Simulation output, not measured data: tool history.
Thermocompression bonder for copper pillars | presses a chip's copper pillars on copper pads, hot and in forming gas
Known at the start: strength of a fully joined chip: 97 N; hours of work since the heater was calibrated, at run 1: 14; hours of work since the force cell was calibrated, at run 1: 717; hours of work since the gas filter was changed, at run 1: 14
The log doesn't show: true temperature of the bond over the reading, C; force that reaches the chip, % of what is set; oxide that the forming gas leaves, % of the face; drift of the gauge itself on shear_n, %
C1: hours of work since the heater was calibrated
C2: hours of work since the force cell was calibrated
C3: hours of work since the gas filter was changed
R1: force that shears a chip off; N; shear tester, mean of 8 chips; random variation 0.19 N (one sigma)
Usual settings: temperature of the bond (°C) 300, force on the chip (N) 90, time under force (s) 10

{"run": 1, "hour": 0.0, "temperature of the bond (°C)": 300, "force on the chip (N)": 90, "time under force (s)": 10, "C1": 14, "C2": 717, "C3": 14, "R1": 45.7}
{"run": 2, "hour": 79.7, "temperature of the bond (°C)": 300, "force on the chip (N)": 90, "time under force (s)": 10, "C1": 71, "C2": 774, "C3": 71, "R1": 45.7}
{"run": 3, "hour": 148.2, "temperature of the bond (°C)": 300, "force on the chip (N)": 90, "time under force (s)": 10, "C1": 121, "C2": 823, "C3": 121, "R1": 45.7}
{"run": 4, "hour": 235.7, "temperature of the bond (°C)": 300, "force on the chip (N)": 90, "time under force (s)": 5, "C1": 183, "C2": 886, "C3": 183, "R1": 35.3}
{"run": 5, "hour": 314.5, "temperature of the bond (°C)": 301, "force on the chip (N)": 90, "time under force (s)": 5, "C1": 240, "C2": 943, "C3": 240, "R1": 35.8}
{"run": 6, "hour": 384.3, "temperature of the bond (°C)": 301, "force on the chip (N)": 90, "time under force (s)": 5, "C1": 290, "C2": 993, "C3": 290, "R1": 35.7}

The next listed run, before its measurement:
{"hour": 391.0, "done": "force cell calibrated"}
{"run": 7, "hour": 456.3, "temperature of the bond (°C)": 291, "force on the chip (N)": 66, "time under force (s)": 10, "C1": 341, "C2": 47, "C3": 341, "R1": "?"}

Run 7 gave R1 32.2 N.
Without the tool's hidden state the same run would have given R1 33 N.
